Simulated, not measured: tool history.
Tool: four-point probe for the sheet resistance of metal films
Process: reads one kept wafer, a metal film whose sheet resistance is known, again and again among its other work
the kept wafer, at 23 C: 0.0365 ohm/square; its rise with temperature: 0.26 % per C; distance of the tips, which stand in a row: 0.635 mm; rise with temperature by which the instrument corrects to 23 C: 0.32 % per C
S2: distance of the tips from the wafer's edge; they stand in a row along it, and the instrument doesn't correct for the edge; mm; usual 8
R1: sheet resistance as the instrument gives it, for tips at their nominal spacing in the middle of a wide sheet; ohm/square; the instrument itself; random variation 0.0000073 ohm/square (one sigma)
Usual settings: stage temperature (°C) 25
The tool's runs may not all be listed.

Run 1, hour 0: usual settings. Result: R1 0.03648 ohm/square.
Run 2, hour 54.3: usual settings. Result: R1 0.036481 ohm/square.
Run 3, hour 95.3: usual settings but stage temperature (°C) 27. Result: R1 0.036441 ohm/square.
Run 4, hour 120.5: usual settings but stage temperature (°C) 27. Result: R1 0.036456 ohm/square.
Run 5, hour 150.9: usual settings. Result: R1 0.036481 ohm/square.
Run 6, hour 177: usual settings. Result: R1 0.036491 ohm/square.
Run 7, hour 200.4: usual settings but S2 15 mm. Result: R1 0.036401 ohm/square.
Run 8, hour 225.7: usual settings but S2 15 mm. Result: R1 0.036404 ohm/square.
Run 9, hour 281.1: usual settings but S2 15 mm. Result: R1 0.036407 ohm/square.
Run 10, hour 313.9: usual settings but stage temperature (°C) 27, S2 11 mm. Result: R1 0.036391 ohm/square.
Run 11, hour 352.7: usual settings but stage temperature (°C) 18, S2 4 mm. Result: R1 0.037006 ohm/square.
Run 12, hour 398.5: usual settings but stage temperature (°C) 18, S2 4 mm. Result: R1 0.037008 ohm/square.
Run 13, hour 430.2: usual settings but stage temperature (°C) 18, S2 11 mm. Result: R1 0.036585 ohm/square.
Run 14, hour 485.4: usual settings but stage temperature (°C) 18, S2 11 mm. Result: R1 0.036589 ohm/square.
Run 15, hour 530.6: usual settings but stage temperature (°C) 19. Result: R1 0.036649 ohm/square.
Run 16, hour 569.2: usual settings but stage temperature (°C) 20, S2 31 mm. Result: R1 0.036489 ohm/square.
Run 17, hour 612.5: usual settings but stage temperature (°C) 20, S2 31 mm. Result: R1 0.036489 ohm/square.
Run 18, hour 666.1: usual settings but stage temperature (°C) 23, S2 24 mm. Result: R1 0.036426 ohm/square.

3 ways to go on from here, each from the tool as it stands after run 18. What would each give?
Run A, hour 698.8: usual settings but stage temperature (°C) 22, S2 72 mm. Result: R1 ?.
Run B, hour 698.8: usual settings but stage temperature (°C) 22, S2 61 mm. Result: R1 ?.
Run C, hour 698.8: usual settings but stage temperature (°C) 21, S2 9 mm. Result: R1 ?.

run        R1
  A  0.036456
  B   0.03645
  C  0.036577
Without the tool's hidden state the same runs would have given:
run        R1
  A  0.036524
  B  0.036518
  C  0.036645

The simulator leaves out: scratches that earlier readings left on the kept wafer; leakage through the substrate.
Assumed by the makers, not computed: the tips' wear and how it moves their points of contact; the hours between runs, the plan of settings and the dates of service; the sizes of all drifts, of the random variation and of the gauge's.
